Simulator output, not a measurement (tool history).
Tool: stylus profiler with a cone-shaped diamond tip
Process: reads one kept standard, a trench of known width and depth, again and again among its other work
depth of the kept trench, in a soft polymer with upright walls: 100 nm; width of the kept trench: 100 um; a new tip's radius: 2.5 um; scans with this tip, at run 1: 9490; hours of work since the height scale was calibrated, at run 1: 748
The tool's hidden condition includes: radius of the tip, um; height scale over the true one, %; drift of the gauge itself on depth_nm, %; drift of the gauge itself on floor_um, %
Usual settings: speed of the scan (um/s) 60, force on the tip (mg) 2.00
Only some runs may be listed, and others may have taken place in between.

run,day,speed of the scan (um/s),force on the tip (mg),scans with this tip,hours of work since the height scale was calibrated,depth of the trench (nm),width of the trench's floor (nm)
1,0.000,60,2.00,9490,748,100.82,97740
2,0.962,60,2.00,9660,762,100.84,97680
3,2.417,60,2.00,9917,782,100.89,97660
4,4.017,60,2.00,10200,804,100.90,97700
5,5.933,60,2.00,10539,831,100.85,97620
6,7.750,60,2.00,10860,856,100.95,97620
7,9.554,60,2.00,11179,881,101.05,97620
8,10.612,60,2.00,11366,896,100.92,97610
9,12.004,60,2.00,11612,915,100.87,97590
10,13.717,89,2.00,11915,939,100.94,97470
11,14.638,60,2.00,12077,952,100.91,97550
12,16.112,60,2.00,12338,973,101.00,97510
13,18.283,60,2.00,12722,1003,100.98,97480
14,20.504,60,2.00,13115,1034,100.97,97540
# day 20.700: height scale calibrated on a step standard
15,21.738,60,2.00,13329,14,101.13,97530
16,22.717,30,2.00,13502,28,101.19,97560
17,24.825,155,2.00,13875,57,101.10,97160
18,26.762,27,0.99,14217,84,100.89,97470
19,28.558,24,1.73,14535,110,101.11,97570
# day 29.350: height scale calibrated on a step standard, once more
20,29.729,72,1.25,14738,5,100.36,97310
21,31.425,15,3.12,15038,29,100.76,97540
22,33.238,233,4.36,15359,54,101.02,97050
23,34.967,77,2.76,15664,78,100.73,97370
24,36.750,15,1.75,15980,103,100.64,97490
25,38.058,15,1.75,16211,121,100.55,97520
26,40.000,169,0.75,16554,148,100.29,96560
27,41.525,169,0.75,16824,170,100.34,96510
# day 42.138: new tip fitted, height scale calibrated
28,43.650,169,0.75,268,21,100.26,97630
29,45.504,72,2.54,596,47,100.70,98380
30,46.621,88,3.41,793,63,100.75,98330
31,48.442,88,3.41,1115,88,100.90,98280
32,50.146,21,0.78,1416,112,100.33,98390
33,51.104,21,1.77,1586,125,100.53,98430

Forecast each of these 5 alternatives for the next run:
A,53.225,58,0.73,1960,155,?,?
B,53.225,46,1.48,1960,155,?,?
C,53.225,64,5.94,1960,155,?,?
D,53.225,182,2.09,1960,155,?,?
E,53.225,34,1.77,1960,155,?,?

run,depth of the trench (nm),width of the trench's floor (nm)
A,100.39,98150
B,100.55,98280
C,101.08,98350
D,100.63,97850
E,100.55,98340
Take away the tool's hidden state, keep each run's random variation, and the runs would have read:
run,depth of the trench (nm),width of the trench's floor (nm)
A,100.30,98290
B,100.46,98420
C,100.99,98490
D,100.54,97990
E,100.46,98480

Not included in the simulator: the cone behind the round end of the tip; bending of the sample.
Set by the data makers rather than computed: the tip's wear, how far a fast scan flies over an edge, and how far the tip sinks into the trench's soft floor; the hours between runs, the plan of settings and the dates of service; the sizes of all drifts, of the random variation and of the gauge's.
